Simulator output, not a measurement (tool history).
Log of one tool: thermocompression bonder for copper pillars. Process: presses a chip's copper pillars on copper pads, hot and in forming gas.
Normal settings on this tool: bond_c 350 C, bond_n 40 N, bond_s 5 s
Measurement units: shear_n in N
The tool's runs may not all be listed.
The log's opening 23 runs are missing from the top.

run   hour  bond_c  bond_n  bond_s  hours of work since the heater was calibrated  hours of work since the force cell was calibrated  hours of work since the gas filter was changed  shear_n
 24  517.8     350      40       5                                            585                                                 63                                              61     57.1
 25  538.5     352      45       3                                            602                                                 80                                              78     50.6
 26  554.3     347      58       5                                            614                                                 92                                              90     65.7
 27  585.1     347      58       5                                            638                                                116                                             114     63.2
 28  606.8     347      58       5                                            655                                                133                                             131     62.6
 29  637.6     351      40       4                                            679                                                157                                             155     51.1
 30  666.3     351      40       4                                            702                                                180                                             178     51.1
 31    695     335      44       6                                            724                                                202                                             200       52
 32  709.7     365      28       3                                            736                                                214                                             212     42.6
 33  740.1     365      28       3                                            760                                                238                                             236     41.8
 34  765.5     365      28       3                                            780                                                258                                             256     41.5
 35  784.5     365      28       3                                            795                                                273                                             271     40.9

Predict the results of run 36:
     788.8  -- forming gas filter changed
 36  803.8     343      41       3                                            809                                                287                                              12        ?

Run 36 came out at shear_n 44.1 N.
The same run, on a tool lacking any hidden state, would have yielded shear_n 47.8 N.

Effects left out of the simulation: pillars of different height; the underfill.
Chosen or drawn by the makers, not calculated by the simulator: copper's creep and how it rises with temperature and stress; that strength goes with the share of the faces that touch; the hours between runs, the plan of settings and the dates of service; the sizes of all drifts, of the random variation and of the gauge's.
